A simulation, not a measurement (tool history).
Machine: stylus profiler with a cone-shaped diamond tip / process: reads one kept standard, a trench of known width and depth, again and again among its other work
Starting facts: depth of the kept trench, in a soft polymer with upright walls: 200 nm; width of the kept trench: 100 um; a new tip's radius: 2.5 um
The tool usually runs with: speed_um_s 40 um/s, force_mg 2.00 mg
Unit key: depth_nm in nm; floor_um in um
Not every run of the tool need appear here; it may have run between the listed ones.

run   hour  speed_um_s  force_mg  depth_nm  floor_um
  1    0.0          40      2.00    201.10     97.45
  2   15.9          40      0.85    200.63     97.39
  3   29.8          40      0.85    200.72     97.44
  4   52.2          40      0.85    200.69     97.41
      54.0  -- height scale calibrated on a step standard
  5   62.7          40      4.29    201.86     97.50
  6   83.7          40      4.29    201.84     97.52
  7   93.4          40      2.00    201.11     97.46
  8  115.0          81      1.34    200.92     97.23
     120.3  -- height scale calibrated on a step standard, once more
  9  126.1          81      1.34    200.79     97.25
 10  136.3          81      1.34    200.73     97.20
 11  152.0          91      1.34    200.84     97.17

Estimate the outcome of run 12 from the log above:
 12  169.7          21      1.41         ?         ?

depth_nm: 200.77 nm
floor_um: 97.49 um
Take away the tool's hidden state, keep the run-to-run variation as it was, and the same run would have given depth_nm 200.79 nm, floor_um 97.95 um.
